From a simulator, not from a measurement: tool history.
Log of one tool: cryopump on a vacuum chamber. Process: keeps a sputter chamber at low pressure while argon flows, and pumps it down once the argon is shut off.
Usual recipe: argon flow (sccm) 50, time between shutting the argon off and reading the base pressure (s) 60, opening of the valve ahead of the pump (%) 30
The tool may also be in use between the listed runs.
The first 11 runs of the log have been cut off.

run    hour  argon flow (sccm)  time between shutting the argon off and reading the base pressure (s)  opening of the valve ahead of the pump (%)  pressure while argon flows (Pa)  pressure after the wait (uPa)
 12   761.2                 50                                                                     60                                          43                           0.1232                           1.68
 13   848.9                 50                                                                     60                                          34                           0.1559                           1.72
      871.1  -- pump warmed up, emptied and cooled again
 14   931.5                 50                                                                     60                                          51                           0.0914                           1.64
 15  1018.1                 50                                                                     60                                          30                           0.1547                           1.61
 16  1060.7                 50                                                                     60                                          30                           0.1540                           1.62
 17  1158.5                 50                                                                     60                                          30                           0.1566                           1.60
 18  1213.9                 50                                                                    262                                          30                           0.1575                           0.70
 19  1291.1                 50                                                                    140                                          30                           0.1556                           0.92
 20  1382.9                 25                                                                     44                                          21                           0.1118                           2.10
 21  1476.9                 25                                                                     44                                          21                           0.1128                           2.13
 22  1535.5                 25                                                                     44                                          21                           0.1119                           2.18
 23  1636.8                 25                                                                     84                                          20                           0.1188                           1.38
 24  1730.3                 25                                                                     84                                          20                           0.1199                           1.45
 25  1813.2                 25                                                                     84                                          20                           0.1202                           1.46
 26  1891.8                 34                                                                     84                                          50                           0.0714                           1.52
 27  1937.4                 28                                                                     45                                          30                           0.0918                           2.19
 28  2017.5                 46                                                                    286                                          30                           0.1533                           0.89
 29  2064.4                 32                                                                     42                                          49                           0.0705                           2.37
 30  2115.2                 36                                                                     60                                          59                           0.0669                           1.90
 31  2170.7                 36                                                                     60                                          59                           0.0679                           1.91
 32  2238.0                 36                                                                     60                                          29                           0.1270                           2.00
 33  2313.8                 28                                                                     60                                          30                           0.0951                           2.00
     2401.2  -- pump warmed up, emptied and cooled again
 34  2406.6                 28                                                                     60                                          30                           0.0864                           1.81
 35  2471.4                 28                                                                     60                                          30                           0.0865                           1.85

Forecast each of these 3 alternatives for the next run:
  A  2530.3                 85                                                                     60                                          30                                ?                              ?
  B  2530.3                 54                                                                     96                                          17                                ?                              ?
  C  2530.3                 28                                                                     33                                          42                                ?                              ?

run  pressure while argon flows (Pa)  pressure after the wait (uPa)
  A                           0.2641                           1.81
  B                           0.2944                           1.35
  C                           0.0627                           2.83
With no hidden state in the tool, these same runs would have given:
run  pressure while argon flows (Pa)  pressure after the wait (uPa)
  A                           0.2598                           1.38
  B                           0.2916                           0.93
  C                           0.0613                           2.39
